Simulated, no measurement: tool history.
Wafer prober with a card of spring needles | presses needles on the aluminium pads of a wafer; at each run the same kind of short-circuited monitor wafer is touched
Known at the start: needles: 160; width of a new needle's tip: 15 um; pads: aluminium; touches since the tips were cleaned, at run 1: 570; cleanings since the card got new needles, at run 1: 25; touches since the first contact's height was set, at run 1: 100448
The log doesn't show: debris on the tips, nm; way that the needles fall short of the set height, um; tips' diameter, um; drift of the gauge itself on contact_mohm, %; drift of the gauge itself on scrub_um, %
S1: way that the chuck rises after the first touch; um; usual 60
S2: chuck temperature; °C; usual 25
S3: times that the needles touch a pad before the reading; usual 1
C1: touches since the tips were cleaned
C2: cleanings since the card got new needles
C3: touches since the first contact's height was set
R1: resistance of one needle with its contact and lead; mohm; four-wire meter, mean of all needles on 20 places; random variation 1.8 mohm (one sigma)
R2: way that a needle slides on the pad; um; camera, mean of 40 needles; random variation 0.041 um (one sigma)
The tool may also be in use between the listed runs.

run	hour	S1	S2	S3	C1	C2	C3	R1	R2
1	0.0	60	25	1	570	25	100448	186	10.07
# hour 20.3: tips cleaned on abrasive film
2	34.3	60	25	1	2156	26	105734	189	10.06
# hour 43.0: tips cleaned on abrasive film
# hour 65.0: tips cleaned on abrasive film
3	65.7	60	25	1	114	28	110563	190	10.01
# hour 88.7: tips cleaned on abrasive film
4	94.2	60	25	2	853	29	114957	186	10.02
# hour 112.5: tips cleaned on abrasive film
5	130.3	60	25	2	2744	30	120523	187	10.01
# hour 137.1: tips cleaned on abrasive film
# hour 159.2: tips cleaned on abrasive film
# hour 159.5: height of the first contact set anew
6	167.5	60	25	2	1243	32	1243	189	10.00
# hour 182.3: tips cleaned on abrasive film
# hour 204.5: tips cleaned on abrasive film
7	212.6	60	25	2	1249	34	8181	187	10.03
# hour 226.9: tips cleaned on abrasive film
8	241.7	60	25	2	2286	35	12666	187	9.99
# hour 250.5: tips cleaned on abrasive film
# hour 271.8: tips cleaned on abrasive film
9	271.8	60	25	2	0	37	17296	189	10.07
# hour 294.6: tips cleaned on abrasive film
10	294.6	60	25	2	0	38	20814	190	10.02
# hour 315.8: tips cleaned on abrasive film
11	323.3	60	25	1	1160	39	25229	187	9.98
# hour 337.4: tips cleaned on abrasive film
# hour 361.0: tips cleaned on abrasive film
12	368.1	60	25	1	1097	41	32136	188	10.06
# hour 384.2: tips cleaned on abrasive film
# hour 405.8: tips cleaned on abrasive film
13	410.2	60	25	1	682	43	38613	185	10.06
# hour 427.4: tips cleaned on abrasive film
14	431.1	60	25	1	568	44	41825	187	10.05
# hour 451.2: tips cleaned on abrasive film
15	454.9	60	25	1	583	45	45503	186	10.06
# hour 474.8: tips cleaned on abrasive film
# hour 496.0: tips cleaned on abrasive film
16	498.6	60	25	1	393	47	52223	187	10.11
# hour 518.7: tips cleaned on abrasive film
17	527.8	60	25	1	1406	48	56724	184	10.02
# hour 540.0: tips cleaned on abrasive film
# hour 563.2: tips cleaned on abrasive film
18	574.9	60	25	1	1806	50	63984	188	10.04
# hour 585.1: tips cleaned on abrasive film
19	598.3	60	72	1	2039	51	67589	193	10.06
# hour 606.9: tips cleaned on abrasive film
20	622.9	41	62	2	2477	52	71378	203	6.91
# hour 630.0: tips cleaned on abrasive film
21	648.6	56	87	3	2871	53	75330	203	9.33
# hour 652.0: tips cleaned on abrasive film
# hour 676.6: tips cleaned on abrasive film
22	690.9	60	32	2	2211	55	81851	189	10.05

The next listed run, before its measurement:
# hour 700.6: tips cleaned on abrasive film
23	711.0	60	32	2	1612	56	84938	?	?

{"run 23": {"R1": 186, "R2": 10.0}}
Without the tool's hidden state the same run would have given R1 186 mohm, R2 10.01 um.
